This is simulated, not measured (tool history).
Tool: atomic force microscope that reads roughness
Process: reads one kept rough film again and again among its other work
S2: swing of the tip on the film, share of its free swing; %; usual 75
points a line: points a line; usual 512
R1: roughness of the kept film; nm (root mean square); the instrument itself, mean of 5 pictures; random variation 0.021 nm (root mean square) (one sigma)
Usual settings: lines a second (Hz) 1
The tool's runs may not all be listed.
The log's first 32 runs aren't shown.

run 33 hour=1261 | lines_a_second_(Hz)=2.95 S2=68 points_a_line=969 | R1=4.723
-- hour=1286.2 new tip fitted
run 34 hour=1290.7 | lines_a_second_(Hz)=1 S2=69 points_a_line=515 | R1=5.351
run 35 hour=1329.6 | lines_a_second_(Hz)=2.41 S2=79 points_a_line=666 | R1=4.584
-- hour=1332.9 height scale calibrated on a step standard
run 36 hour=1362.4 | lines_a_second_(Hz)=2.45 S2=71 points_a_line=767 | R1=4.836
run 37 hour=1411.7 | lines_a_second_(Hz)=1.48 S2=84 points_a_line=314 | R1=4.666
-- hour=1431.9 height scale calibrated on a step standard, once more
-- hour=1454.2 new tip fitted
run 38 hour=1465 | lines_a_second_(Hz)=1.48 S2=55 points_a_line=268 | R1=5.397
run 39 hour=1490.7 | lines_a_second_(Hz)=1.48 S2=55 points_a_line=268 | R1=5.301
run 40 hour=1514.4 | lines_a_second_(Hz)=1.48 S2=55 points_a_line=268 | R1=5.269
run 41 hour=1558 | lines_a_second_(Hz)=1.48 S2=55 points_a_line=268 | R1=5.226
run 42 hour=1598.9 | lines_a_second_(Hz)=1 S2=59 points_a_line=512 | R1=5.171
-- hour=1620.9 new tip fitted
run 43 hour=1632.2 | lines_a_second_(Hz)=1 S2=59 points_a_line=1006 | R1=5.38
run 44 hour=1670.2 | lines_a_second_(Hz)=3.77 S2=75 points_a_line=887 | R1=4.283
run 45 hour=1700.3 | lines_a_second_(Hz)=2.91 S2=83 points_a_line=920 | R1=4.082
run 46 hour=1743.5 | lines_a_second_(Hz)=2.91 S2=83 points_a_line=920 | R1=4.061
-- hour=1787.6 new tip fitted
run 47 hour=1787.6 | lines_a_second_(Hz)=0.83 S2=66 points_a_line=716 | R1=5.364
run 48 hour=1836.3 | lines_a_second_(Hz)=1 S2=58 points_a_line=512 | R1=5.39
run 49 hour=1881.8 | lines_a_second_(Hz)=1 S2=58 points_a_line=512 | R1=5.353

Forecast each of these 4 alternatives for the next run:
run A hour=1914.2 | lines_a_second_(Hz)=1 S2=66 points_a_line=846 | R1=?
run B hour=1914.2 | lines_a_second_(Hz)=1.2 S2=89 points_a_line=564 | R1=?
run C hour=1914.2 | lines_a_second_(Hz)=2.75 S2=75 points_a_line=512 | R1=?
run D hour=1914.2 | lines_a_second_(Hz)=1 S2=73 points_a_line=465 | R1=?

run=A R1=5.217
run=B R1=4.588
run=C R1=4.493
run=D R1=5.047
Without the tool's hidden state the same runs would have given:
run=A R1=5.4
run=B R1=4.749
run=C R1=4.65
run=D R1=5.225
